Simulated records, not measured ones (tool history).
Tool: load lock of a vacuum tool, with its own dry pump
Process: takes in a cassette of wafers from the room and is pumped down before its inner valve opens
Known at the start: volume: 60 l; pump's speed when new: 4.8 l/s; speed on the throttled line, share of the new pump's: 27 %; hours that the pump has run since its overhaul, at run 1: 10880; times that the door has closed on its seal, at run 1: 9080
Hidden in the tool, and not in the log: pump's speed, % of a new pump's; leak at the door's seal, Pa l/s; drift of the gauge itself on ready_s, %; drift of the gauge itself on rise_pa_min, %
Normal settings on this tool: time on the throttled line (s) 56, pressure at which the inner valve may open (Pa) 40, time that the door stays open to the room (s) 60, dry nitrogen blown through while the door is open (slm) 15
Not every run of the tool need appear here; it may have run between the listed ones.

| run | hour | time on the throttled line (s) | pressure at which the inner valve may open (Pa) | time that the door stays open to the room (s) | dry nitrogen blown through while the door is open (slm) | hours that the pump has run since its overhaul | times that the door has closed on its seal | incoming humidity of the room's air, % | time from the closed door until the inner valve may open (s) | rise of the pressure with all valves shut (Pa/min) |
|---|---|---|---|---|---|---|---|---|---|---|
| 1 | 0.0 | 56 | 40 | 60 | 15 | 10880 | 9080 | 44.9 | 139.7 | 0.024 |
| 2 | 304.8 | 56 | 40 | 60 | 15 | 11184 | 10210 | 48.2 | 141.0 | 0.023 |
| 3 | 671.1 | 56 | 40 | 60 | 15 | 11551 | 11569 | 42.8 | 141.6 | 0.025 |
| 4 | 942.8 | 56 | 40 | 60 | 15 | 11822 | 12577 | 44.2 | 138.1 | 0.024 |
| 5 | 1417.5 | 56 | 40 | 60 | 15 | 12297 | 14338 | 49.8 | 139.0 | 0.023 |
| 6 | 1922.8 | 56 | 40 | 60 | 15 | 12802 | 16212 | 44.1 | 139.8 | 0.026 |
| 7 | 2282.9 | 56 | 40 | 60 | 15 | 13163 | 17548 | 42.8 | 138.8 | 0.026 |
| 8 | 2668.4 | 56 | 40 | 60 | 15 | 13548 | 18977 | 45.6 | 141.4 | 0.021 |
| 9 | 2938.0 | 56 | 40 | 60 | 15 | 13818 | 19978 | 45.8 | 140.0 | 0.021 |
| 10 | 3269.7 | 56 | 40 | 60 | 15 | 14149 | 21208 | 49.3 | 139.4 | 0.029 |
| 11 | 3626.1 | 35 | 44 | 40 | 7 | 14506 | 22530 | 47.9 | 123.7 | 0.031 |
| 12 | 4074.1 | 56 | 40 | 35 | 15 | 14954 | 24191 | 45.2 | 140.2 | 0.022 |
| 13 | 4378.4 | 56 | 40 | 157 | 42 | 15258 | 25320 | 49.2 | 140.3 | 0.037 |
| 14 | 4859.0 | 56 | 39 | 60 | 5 | 15739 | 27103 | 44.3 | 141.6 | 0.028 |
| 15 | 5201.7 | 30 | 40 | 202 | 15 | 16081 | 28374 | 44.7 | 120.1 | 0.058 |

Each row is a separate what-if for the run after 15, all from the same tool condition, not one after another. Results?
|  | 5241.1 | dry pump taken out, an overhauled one fitted |
| A | 5469.3 | 77 | 40 | 202 | 25 | 228 | 29344 | 43.3 | ? | ? |
|  | 5241.1 | dry pump taken out, an overhauled one fitted |
| B | 5469.3 | 32 | 40 | 202 | 15 | 228 | 29344 | 46.3 | ? | ? |
|  | 5241.1 | dry pump taken out, an overhauled one fitted |
| C | 5469.3 | 96 | 60 | 202 | 13 | 228 | 29344 | 46.0 | ? | ? |
|  | 5241.1 | dry pump taken out, an overhauled one fitted |
| D | 5469.3 | 30 | 40 | 58 | 44 | 228 | 29344 | 44.0 | ? | ? |

| run | time from the closed door until the inner valve may open (s) | rise of the pressure with all valves shut (Pa/min) |
|---|---|---|
| A | 155.3 | 0.052 |
| B | 121.5 | 0.067 |
| C | 164.7 | 0.062 |
| D | 121.8 | 0.015 |
The same runs, with their run-to-run variation unchanged, on a tool lacking any hidden condition would have given:
| run | time from the closed door until the inner valve may open (s) | rise of the pressure with all valves shut (Pa/min) |
|---|---|---|
| A | 155.3 | 0.050 |
| B | 121.5 | 0.065 |
| C | 164.7 | 0.060 |
| D | 121.8 | 0.014 |

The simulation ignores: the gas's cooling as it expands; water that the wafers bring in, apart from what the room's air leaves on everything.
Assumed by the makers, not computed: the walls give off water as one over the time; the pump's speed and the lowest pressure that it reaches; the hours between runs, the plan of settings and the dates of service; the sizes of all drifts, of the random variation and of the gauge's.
